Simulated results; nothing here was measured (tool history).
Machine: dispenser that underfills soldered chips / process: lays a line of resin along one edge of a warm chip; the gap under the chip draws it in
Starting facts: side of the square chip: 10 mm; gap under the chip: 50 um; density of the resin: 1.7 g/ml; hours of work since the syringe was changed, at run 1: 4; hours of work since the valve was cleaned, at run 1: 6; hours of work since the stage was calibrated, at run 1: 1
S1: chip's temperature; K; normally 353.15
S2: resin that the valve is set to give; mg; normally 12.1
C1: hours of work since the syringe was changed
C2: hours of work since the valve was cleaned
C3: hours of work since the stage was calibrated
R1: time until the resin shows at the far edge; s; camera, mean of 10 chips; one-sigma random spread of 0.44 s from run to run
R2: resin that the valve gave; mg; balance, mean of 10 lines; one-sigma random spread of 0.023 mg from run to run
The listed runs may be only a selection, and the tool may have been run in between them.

{"run": 1, "day": 0.0, "S1": 353.15, "S2": 12.1, "C1": 4, "C2": 6, "C3": 1, "R1": 40.3, "R2": 12.09}
{"run": 2, "day": 0.138, "S1": 353.15, "S2": 12.1, "C1": 6, "C2": 9, "C3": 4, "R1": 45.4, "R2": 12.09}
{"run": 3, "day": 0.279, "S1": 344.15, "S2": 12.1, "C1": 8, "C2": 11, "C3": 6, "R1": 77, "R2": 12.06}
{"day": 0.388, "done": "new syringe of resin"}
{"run": 4, "day": 0.471, "S1": 344.15, "S2": 12.1, "C1": 1, "C2": 14, "C3": 9, "R1": 51.1, "R2": 12.01}
{"run": 5, "day": 0.733, "S1": 344.15, "S2": 12.1, "C1": 6, "C2": 18, "C3": 13, "R1": 64.4, "R2": 11.98}
{"day": 1.025, "done": "new syringe of resin"}
{"run": 6, "day": 1.033, "S1": 344.15, "S2": 12.1, "C1": 0, "C2": 23, "C3": 18, "R1": 47.9, "R2": 11.99}
{"run": 7, "day": 1.279, "S1": 344.15, "S2": 13.3, "C1": 4, "C2": 26, "C3": 22, "R1": 60, "R2": 13.11}
{"run": 8, "day": 1.442, "S1": 344.15, "S2": 13.3, "C1": 7, "C2": 29, "C3": 24, "R1": 69.8, "R2": 13.07}
{"run": 9, "day": 1.562, "S1": 344.15, "S2": 12.5, "C1": 9, "C2": 31, "C3": 26, "R1": 78.7, "R2": 12.29}
{"day": 1.662, "done": "new syringe of resin"}
{"run": 10, "day": 1.767, "S1": 353.15, "S2": 12.1, "C1": 2, "C2": 34, "C3": 29, "R1": 35.6, "R2": 11.88}
{"run": 11, "day": 1.975, "S1": 353.15, "S2": 12.1, "C1": 5, "C2": 37, "C3": 33, "R1": 42.2, "R2": 11.84}
{"run": 12, "day": 2.225, "S1": 353.15, "S2": 12.1, "C1": 9, "C2": 41, "C3": 37, "R1": 52.2, "R2": 11.83}
{"day": 2.304, "done": "new syringe of resin"}
{"run": 13, "day": 2.408, "S1": 353.15, "S2": 12.1, "C1": 2, "C2": 44, "C3": 39, "R1": 35.3, "R2": 11.77}
{"run": 14, "day": 2.583, "S1": 366.15, "S2": 14.2, "C1": 4, "C2": 47, "C3": 42, "R1": 23.7, "R2": 13.8}
{"run": 15, "day": 2.779, "S1": 367.15, "S2": 11.2, "C1": 8, "C2": 50, "C3": 45, "R1": 28.6, "R2": 10.86}
{"day": 2.946, "done": "new syringe of resin"}
{"run": 16, "day": 2.946, "S1": 367.15, "S2": 11.2, "C1": 0, "C2": 53, "C3": 48, "R1": 18.6, "R2": 10.86}
{"day": 3.154, "done": "dispensing valve cleaned and set on the balance"}
{"run": 17, "day": 3.275, "S1": 358.15, "S2": 14.4, "C1": 5, "C2": 2, "C3": 52, "R1": 32.8, "R2": 14.34}
{"run": 18, "day": 3.562, "S1": 358.15, "S2": 14.4, "C1": 9, "C2": 7, "C3": 57, "R1": 41.7, "R2": 14.34}
{"day": 3.621, "done": "new syringe of resin"}
{"run": 19, "day": 3.792, "S1": 367.15, "S2": 10.5, "C1": 3, "C2": 10, "C3": 61, "R1": 21.5, "R2": 10.41}
{"run": 20, "day": 4.062, "S1": 367.15, "S2": 10.5, "C1": 7, "C2": 14, "C3": 65, "R1": 28.2, "R2": 10.42}
{"run": 21, "day": 4.188, "S1": 343.15, "S2": 11.8, "C1": 9, "C2": 16, "C3": 67, "R1": 84.1, "R2": 11.66}
{"day": 4.258, "done": "new syringe of resin"}
{"run": 22, "day": 4.467, "S1": 343.15, "S2": 11.8, "C1": 3, "C2": 21, "C3": 71, "R1": 60.7, "R2": 11.64}
{"run": 23, "day": 4.65, "S1": 353.15, "S2": 13.7, "C1": 6, "C2": 24, "C3": 74, "R1": 45.3, "R2": 13.46}
{"day": 4.883, "done": "new syringe of resin"}
{"run": 24, "day": 4.896, "S1": 359.15, "S2": 12.8, "C1": 0, "C2": 27, "C3": 78, "R1": 25.3, "R2": 12.53}
{"run": 25, "day": 5.025, "S1": 367.15, "S2": 11.6, "C1": 2, "C2": 30, "C3": 80, "R1": 21.1, "R2": 11.38}
{"run": 26, "day": 5.179, "S1": 367.15, "S2": 11.6, "C1": 5, "C2": 32, "C3": 82, "R1": 24, "R2": 11.39}

Forecast each of these 3 alternatives for the next run:
{"run": "A", "day": 5.433, "S1": 351.15, "S2": 12.7, "C1": 9, "C2": 36, "C3": 86, "R1": "?", "R2": "?"}
{"run": "B", "day": 5.433, "S1": 367.15, "S2": 14.8, "C1": 9, "C2": 36, "C3": 86, "R1": "?", "R2": "?"}
{"run": "C", "day": 5.433, "S1": 353.15, "S2": 13.8, "C1": 9, "C2": 36, "C3": 86, "R1": "?", "R2": "?"}

run=A R1=59.1 R2=12.41
run=B R1=28.4 R2=14.42
run=C R1=52.5 R2=13.47
What these runs would have given with no unlogged condition in the tool:
run=A R1=34.8 R2=12.72
run=B R1=16.8 R2=14.79
run=C R1=30.7 R2=13.81
